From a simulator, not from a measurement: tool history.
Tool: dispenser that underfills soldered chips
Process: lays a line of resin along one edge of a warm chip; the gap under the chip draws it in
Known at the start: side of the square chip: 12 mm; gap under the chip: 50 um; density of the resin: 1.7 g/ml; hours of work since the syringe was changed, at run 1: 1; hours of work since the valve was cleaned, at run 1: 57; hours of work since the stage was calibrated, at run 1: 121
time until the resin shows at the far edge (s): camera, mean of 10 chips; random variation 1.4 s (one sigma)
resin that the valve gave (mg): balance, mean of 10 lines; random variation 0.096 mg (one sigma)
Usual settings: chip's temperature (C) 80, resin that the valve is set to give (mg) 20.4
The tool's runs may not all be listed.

| run | day | chip's temperature (C) | resin that the valve is set to give (mg) | hours of work since the syringe was changed | hours of work since the valve was cleaned | hours of work since the stage was calibrated | time until the resin shows at the far edge (s) | resin that the valve gave (mg) |
|---|---|---|---|---|---|---|---|---|
| 1 | 0 | 80 | 20.4 | 1 | 57 | 121 | 154.4 | 19.49 |
| 2 | 0.179 | 80 | 26.1 | 4 | 59 | 124 | 172.9 | 24.67 |
| 3 | 0.379 | 80 | 26.1 | 7 | 62 | 127 | 202.4 | 24.78 |
|  | 0.438 | new syringe of resin |
| 4 | 0.65 | 68 | 20.4 | 3 | 66 | 131 | 271 | 19.38 |
| 5 | 0.788 | 68 | 20.4 | 5 | 68 | 133 | 311.6 | 19.34 |
|  | 0.954 | new syringe of resin |
| 6 | 0.962 | 92 | 20.4 | 0 | 70 | 135 | 88.8 | 19.31 |
| 7 | 1.158 | 80 | 20.4 | 3 | 73 | 138 | 167.7 | 19.18 |
| 8 | 1.333 | 72 | 20.4 | 6 | 76 | 141 | 271.1 | 19.12 |
|  | 1.479 | new syringe of resin |
| 9 | 1.542 | 67 | 22.7 | 1 | 79 | 144 | 257 | 21.45 |
| 10 | 1.779 | 91 | 23.3 | 4 | 82 | 147 | 117.2 | 21.67 |
| 11 | 1.9 | 91 | 23.3 | 6 | 84 | 149 | 130.4 | 21.88 |
|  | 2 | new syringe of resin |
| 12 | 2.2 | 75 | 20.4 | 3 | 88 | 153 | 202.1 | 19.12 |
| 13 | 2.438 | 80 | 24.3 | 6 | 92 | 157 | 196.1 | 22.42 |

3 ways to go on from here, each from the tool as it stands after run 13. What would each give?
|  | 2.525 | dispensing valve cleaned and set on the balance |
|  | 2.562 | new syringe of resin |
| A | 2.775 | 67 | 21.4 | 3 | 4 | 161 | ? | ? |
|  | 2.525 | dispensing valve cleaned and set on the balance |
|  | 2.562 | new syringe of resin |
| B | 2.775 | 95 | 19 | 3 | 4 | 161 | ? | ? |
|  | 2.525 | dispensing valve cleaned and set on the balance |
|  | 2.562 | new syringe of resin |
| C | 2.775 | 83 | 19 | 3 | 4 | 161 | ? | ? |

| run | time until the resin shows at the far edge (s) | resin that the valve gave (mg) |
|---|---|---|
| A | 285.1 | 21.35 |
| B | 93.8 | 18.93 |
| C | 147.9 | 18.99 |
Without the tool's hidden state the same runs would have given:
| run | time until the resin shows at the far edge (s) | resin that the valve gave (mg) |
|---|---|---|
| A | 239.6 | 21.43 |
| B | 78.8 | 18.99 |
| C | 124.3 | 19.06 |
